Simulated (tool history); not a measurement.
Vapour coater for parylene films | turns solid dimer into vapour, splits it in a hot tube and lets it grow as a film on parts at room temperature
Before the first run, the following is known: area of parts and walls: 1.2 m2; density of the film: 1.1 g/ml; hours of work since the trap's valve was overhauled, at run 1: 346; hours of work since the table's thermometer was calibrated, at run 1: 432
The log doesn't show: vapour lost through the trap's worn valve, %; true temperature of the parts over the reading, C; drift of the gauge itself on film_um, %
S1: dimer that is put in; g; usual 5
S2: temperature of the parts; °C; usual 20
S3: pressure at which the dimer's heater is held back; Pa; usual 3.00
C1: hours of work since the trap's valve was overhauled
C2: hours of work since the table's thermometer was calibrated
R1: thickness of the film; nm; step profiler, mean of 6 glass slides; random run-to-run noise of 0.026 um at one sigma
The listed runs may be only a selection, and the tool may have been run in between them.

run,hour,S1,S2,S3,C1,C2,R1
1,0.0,5,20,3.00,346,432,2030
2,41.3,5,20,3.00,376,463,1990
3,91.3,5,20,3.00,413,500,1980
4,125.7,5,20,3.00,439,526,1980
5,202.1,5,20,3.00,496,582,1920
6,251.3,5,20,3.00,532,619,1900
7,316.4,5,20,3.00,581,667,1920
# hour 334.7: trap's valve overhauled
8,374.2,5,20,3.00,29,707,2180
9,437.5,5,20,3.00,76,754,2190
10,490.3,5,20,3.00,116,793,2110
11,534.5,5,20,5.08,148,826,1970
12,579.1,5,20,5.08,182,860,2010
13,651.7,5,20,5.08,236,913,1960
14,693.5,5,20,3.00,267,945,2110
15,749.0,5,20,3.00,308,986,2010
16,819.6,5,20,3.00,360,1038,2020
17,861.3,2,20,3.00,391,1069,820
18,927.8,2,20,3.00,441,1119,800
19,973.2,5,20,3.00,474,1152,2000
# hour 1003.8: table's thermometer calibrated
20,1011.2,5,20,3.00,502,6,1900
21,1043.2,5,20,2.48,526,29,1950
22,1099.5,5,20,2.48,568,71,1940
# hour 1138.6: trap's valve overhauled
23,1158.9,5,20,3.00,15,112,2110
24,1206.8,5,20,8.89,51,148,1880
25,1249.8,6,20,2.02,83,180,2600
26,1289.1,3,28,6.24,112,209,990
27,1365.6,7,17,6.42,169,266,2830
28,1438.1,7,17,6.42,223,320,2830
29,1515.6,3,14,6.37,280,377,1270
30,1569.0,3,14,6.37,320,417,1220
31,1633.5,4,18,5.55,368,465,1520
32,1697.7,3,21,2.72,415,513,1190
33,1745.9,3,21,2.72,451,548,1160
34,1790.1,6,20,3.94,484,581,2280
35,1837.9,3,15,8.76,520,617,1120
36,1911.3,3,15,8.76,574,671,1110
# hour 1936.7: trap's valve overhauled
37,1960.6,2,20,8.29,18,705,800
38,1997.0,2,20,8.29,45,732,800
39,2059.4,2,20,8.29,91,778,750
40,2125.0,2,20,8.29,140,827,750
41,2179.7,5,21,7.77,180,868,1880
42,2244.4,5,21,7.77,229,916,1840
43,2319.5,8,13,8.32,284,972,3350
44,2357.4,5,20,11.91,313,1000,1720
45,2404.0,5,20,11.91,347,1034,1750
46,2472.9,3,20,3.99,398,1086,1190
47,2525.8,3,20,3.99,438,1125,1190

3 options for the next run, each taken on its own from the tool as it stands now. Forecast them:
# hour 2593.6: table's thermometer calibrated
A,2594.1,4,20,6.20,488,0,?
# hour 2593.6: table's thermometer calibrated
B,2594.1,3,27,2.68,488,0,?
# hour 2593.6: table's thermometer calibrated
C,2594.1,3,20,4.09,488,0,?

run,R1
A,1460
B,1070
C,1170
What these runs would have given with no unlogged condition in the tool:
run,R1
A,1610
B,1180
C,1290

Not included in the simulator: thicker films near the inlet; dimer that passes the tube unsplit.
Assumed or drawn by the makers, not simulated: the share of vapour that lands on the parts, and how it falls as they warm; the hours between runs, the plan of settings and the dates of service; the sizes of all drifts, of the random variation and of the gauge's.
